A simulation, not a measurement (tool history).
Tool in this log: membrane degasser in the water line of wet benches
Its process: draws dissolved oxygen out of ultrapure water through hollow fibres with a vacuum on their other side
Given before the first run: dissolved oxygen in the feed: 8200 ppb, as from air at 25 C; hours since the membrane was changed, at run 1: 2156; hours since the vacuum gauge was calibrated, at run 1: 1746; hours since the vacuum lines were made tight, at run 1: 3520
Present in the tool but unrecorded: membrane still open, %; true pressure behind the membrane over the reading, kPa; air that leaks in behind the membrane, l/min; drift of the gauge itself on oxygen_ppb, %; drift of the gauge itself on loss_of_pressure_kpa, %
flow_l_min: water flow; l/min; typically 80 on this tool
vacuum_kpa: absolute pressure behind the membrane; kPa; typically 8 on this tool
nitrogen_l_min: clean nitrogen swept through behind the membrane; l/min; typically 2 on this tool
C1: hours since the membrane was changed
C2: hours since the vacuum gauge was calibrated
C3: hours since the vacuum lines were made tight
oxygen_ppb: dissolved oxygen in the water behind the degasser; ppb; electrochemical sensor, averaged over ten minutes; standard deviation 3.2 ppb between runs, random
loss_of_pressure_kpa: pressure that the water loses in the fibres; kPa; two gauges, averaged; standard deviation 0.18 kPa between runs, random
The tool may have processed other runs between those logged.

{"run": 1, "hour": 0.0, "flow_l_min": 80, "vacuum_kpa": 8, "nitrogen_l_min": 2, "C1": 2156, "C2": 1746, "C3": 3520, "oxygen_ppb": 401.8, "loss_of_pressure_kpa": 31.81}
{"run": 2, "hour": 63.4, "flow_l_min": 80, "vacuum_kpa": 8, "nitrogen_l_min": 2, "C1": 2219, "C2": 1809, "C3": 3583, "oxygen_ppb": 401.5, "loss_of_pressure_kpa": 31.94}
{"run": 3, "hour": 106.3, "flow_l_min": 80, "vacuum_kpa": 8, "nitrogen_l_min": 5.09, "C1": 2262, "C2": 1852, "C3": 3626, "oxygen_ppb": 202.1, "loss_of_pressure_kpa": 32.04}
{"run": 4, "hour": 139.8, "flow_l_min": 80, "vacuum_kpa": 8, "nitrogen_l_min": 5.09, "C1": 2296, "C2": 1886, "C3": 3660, "oxygen_ppb": 201.4, "loss_of_pressure_kpa": 31.94}
{"run": 5, "hour": 206.5, "flow_l_min": 80, "vacuum_kpa": 8, "nitrogen_l_min": 5.09, "C1": 2363, "C2": 1952, "C3": 3727, "oxygen_ppb": 200.5, "loss_of_pressure_kpa": 32.17}
{"run": 6, "hour": 233.6, "flow_l_min": 80, "vacuum_kpa": 8, "nitrogen_l_min": 5.09, "C1": 2390, "C2": 1980, "C3": 3754, "oxygen_ppb": 201.4, "loss_of_pressure_kpa": 32.51}
{"hour": 239.5, "done": "vacuum gauge calibrated"}
{"run": 7, "hour": 271.0, "flow_l_min": 80, "vacuum_kpa": 8, "nitrogen_l_min": 5.09, "C1": 2427, "C2": 32, "C3": 3791, "oxygen_ppb": 203.1, "loss_of_pressure_kpa": 32.06}
{"run": 8, "hour": 305.7, "flow_l_min": 80, "vacuum_kpa": 8, "nitrogen_l_min": 5.09, "C1": 2461, "C2": 66, "C3": 3825, "oxygen_ppb": 201.9, "loss_of_pressure_kpa": 31.92}
{"run": 9, "hour": 349.9, "flow_l_min": 59, "vacuum_kpa": 8, "nitrogen_l_min": 0.96, "C1": 2505, "C2": 110, "C3": 3869, "oxygen_ppb": 514.5, "loss_of_pressure_kpa": 23.54}
{"run": 10, "hour": 383.0, "flow_l_min": 59, "vacuum_kpa": 17.34, "nitrogen_l_min": 0.96, "C1": 2539, "C2": 143, "C3": 3903, "oxygen_ppb": 1392.2, "loss_of_pressure_kpa": 23.6}
{"run": 11, "hour": 433.5, "flow_l_min": 80, "vacuum_kpa": 17.65, "nitrogen_l_min": 5.96, "C1": 2589, "C2": 194, "C3": 3953, "oxygen_ppb": 465.6, "loss_of_pressure_kpa": 32.37}
{"run": 12, "hour": 465.5, "flow_l_min": 88, "vacuum_kpa": 8, "nitrogen_l_min": 2, "C1": 2621, "C2": 226, "C3": 3985, "oxygen_ppb": 444.9, "loss_of_pressure_kpa": 35.43}
{"hour": 503.8, "done": "vacuum gauge calibrated, once more"}
{"run": 13, "hour": 526.9, "flow_l_min": 88, "vacuum_kpa": 8, "nitrogen_l_min": 2, "C1": 2682, "C2": 23, "C3": 4046, "oxygen_ppb": 442.3, "loss_of_pressure_kpa": 35.48}
{"run": 14, "hour": 561.5, "flow_l_min": 71, "vacuum_kpa": 4.87, "nitrogen_l_min": 2, "C1": 2717, "C2": 58, "C3": 4081, "oxygen_ppb": 137, "loss_of_pressure_kpa": 28.68}
{"run": 15, "hour": 611.4, "flow_l_min": 71, "vacuum_kpa": 4.87, "nitrogen_l_min": 2, "C1": 2767, "C2": 108, "C3": 4131, "oxygen_ppb": 137.4, "loss_of_pressure_kpa": 28.31}
{"run": 16, "hour": 642.9, "flow_l_min": 86, "vacuum_kpa": 18.01, "nitrogen_l_min": 1.72, "C1": 2798, "C2": 139, "C3": 4162, "oxygen_ppb": 1293.2, "loss_of_pressure_kpa": 34.4}

Pick out some run-to-run changes in oxygen_ppb. Of each, how much would a tool without hidden state show as well, from the settings, what came in and chance, and how much is left for the hidden state and any gauge scatter not in both results compared?
Run 12 -> 13: vacuum gauge calibrated, once more. oxygen_ppb -2.6 ppb: hidden state -4.8, all else +2.2.
Run 15 -> 16: flow_l_min 71 -> 86, vacuum_kpa 4.87 -> 18.01, nitrogen_l_min 2 -> 1.72. oxygen_ppb +1155.8 ppb: hidden state +0.5, all else +1155.3.
